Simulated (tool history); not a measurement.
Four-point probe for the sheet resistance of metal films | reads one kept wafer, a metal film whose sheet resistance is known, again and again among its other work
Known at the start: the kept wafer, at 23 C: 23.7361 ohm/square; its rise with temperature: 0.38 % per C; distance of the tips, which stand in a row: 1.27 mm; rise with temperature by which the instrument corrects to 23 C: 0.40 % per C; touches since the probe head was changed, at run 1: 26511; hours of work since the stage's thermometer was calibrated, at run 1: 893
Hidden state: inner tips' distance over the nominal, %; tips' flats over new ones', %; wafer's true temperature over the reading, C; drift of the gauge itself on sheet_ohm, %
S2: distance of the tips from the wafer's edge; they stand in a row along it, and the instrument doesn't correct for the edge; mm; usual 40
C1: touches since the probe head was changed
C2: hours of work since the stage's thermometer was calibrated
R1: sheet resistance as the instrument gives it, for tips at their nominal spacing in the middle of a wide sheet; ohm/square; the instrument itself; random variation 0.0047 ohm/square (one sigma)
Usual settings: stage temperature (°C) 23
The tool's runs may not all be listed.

{"run": 1, "day": 0.0, "stage temperature (°C)": 23, "S2": 40, "C1": 26511, "C2": 893, "R1": 23.782047}
{"run": 2, "day": 2.017, "stage temperature (°C)": 32, "S2": 40, "C1": 27500, "C2": 928, "R1": 23.758701}
{"run": 3, "day": 3.112, "stage temperature (°C)": 32, "S2": 40, "C1": 28039, "C2": 947, "R1": 23.762786}
{"run": 4, "day": 5.079, "stage temperature (°C)": 23, "S2": 21, "C1": 29005, "C2": 981, "R1": 23.81932}
{"run": 5, "day": 6.742, "stage temperature (°C)": 23, "S2": 40, "C1": 29821, "C2": 1010, "R1": 23.7998}
{"run": 6, "day": 7.896, "stage temperature (°C)": 23, "S2": 40, "C1": 30388, "C2": 1031, "R1": 23.788547}
{"run": 7, "day": 10.179, "stage temperature (°C)": 23, "S2": 40, "C1": 31510, "C2": 1070, "R1": 23.780734}
{"run": 8, "day": 11.908, "stage temperature (°C)": 23, "S2": 40, "C1": 32360, "C2": 1101, "R1": 23.788388}
{"run": 9, "day": 13.967, "stage temperature (°C)": 23, "S2": 40, "C1": 33370, "C2": 1137, "R1": 23.792681}
{"run": 10, "day": 16.262, "stage temperature (°C)": 23, "S2": 40, "C1": 34497, "C2": 1177, "R1": 23.786517}
{"run": 11, "day": 17.588, "stage temperature (°C)": 23, "S2": 40, "C1": 35147, "C2": 1200, "R1": 23.78602}
{"run": 12, "day": 19.654, "stage temperature (°C)": 23, "S2": 40, "C1": 36163, "C2": 1236, "R1": 23.788883}
{"run": 13, "day": 21.675, "stage temperature (°C)": 28, "S2": 40, "C1": 37155, "C2": 1271, "R1": 23.774068}
{"run": 14, "day": 23.583, "stage temperature (°C)": 28, "S2": 4, "C1": 38093, "C2": 1305, "R1": 24.98077}
{"run": 15, "day": 25.488, "stage temperature (°C)": 23, "S2": 40, "C1": 39028, "C2": 1338, "R1": 23.786896}
{"run": 16, "day": 26.792, "stage temperature (°C)": 23, "S2": 40, "C1": 39668, "C2": 1360, "R1": 23.794836}
{"run": 17, "day": 28.783, "stage temperature (°C)": 34, "S2": 6, "C1": 40646, "C2": 1395, "R1": 24.304061}
{"run": 18, "day": 30.575, "stage temperature (°C)": 30, "S2": 7, "C1": 41527, "C2": 1427, "R1": 24.165578}
{"run": 19, "day": 32.579, "stage temperature (°C)": 22, "S2": 4, "C1": 42512, "C2": 1462, "R1": 25.001521}
{"run": 20, "day": 33.683, "stage temperature (°C)": 18, "S2": 71, "C1": 43053, "C2": 1481, "R1": 23.79853}
{"run": 21, "day": 35.471, "stage temperature (°C)": 19, "S2": 64, "C1": 43931, "C2": 1512, "R1": 23.797897}
{"day": 35.646, "done": "stage's thermometer calibrated"}
{"run": 22, "day": 37.112, "stage temperature (°C)": 19, "S2": 64, "C1": 44728, "C2": 26, "R1": 23.816083}
{"run": 23, "day": 38.417, "stage temperature (°C)": 25, "S2": 3, "C1": 45368, "C2": 48, "R1": 25.858962}
{"run": 24, "day": 40.642, "stage temperature (°C)": 25, "S2": 3, "C1": 46461, "C2": 87, "R1": 25.854635}
{"day": 41.579, "done": "stage's thermometer calibrated, once more"}
{"run": 25, "day": 42.229, "stage temperature (°C)": 25, "S2": 4, "C1": 47230, "C2": 11, "R1": 24.962724}
{"run": 26, "day": 44.55, "stage temperature (°C)": 23, "S2": 40, "C1": 48369, "C2": 52, "R1": 23.765722}
{"run": 27, "day": 46.242, "stage temperature (°C)": 32, "S2": 4, "C1": 49200, "C2": 81, "R1": 24.933766}
{"run": 28, "day": 47.958, "stage temperature (°C)": 25, "S2": 3, "C1": 50044, "C2": 111, "R1": 25.801871}
{"run": 29, "day": 49.238, "stage temperature (°C)": 34, "S2": 3, "C1": 50672, "C2": 134, "R1": 25.779062}
{"run": 30, "day": 51.079, "stage temperature (°C)": 33, "S2": 4, "C1": 51575, "C2": 166, "R1": 24.931912}

The next listed run, before its measurement:
{"run": 31, "day": 53.017, "stage temperature (°C)": 29, "S2": 5, "C1": 52528, "C2": 200, "R1": "?"}

{"run 31": {"R1": 24.517907}}
Without the tool's hidden state the same run would have given R1 24.507565 ohm/square.
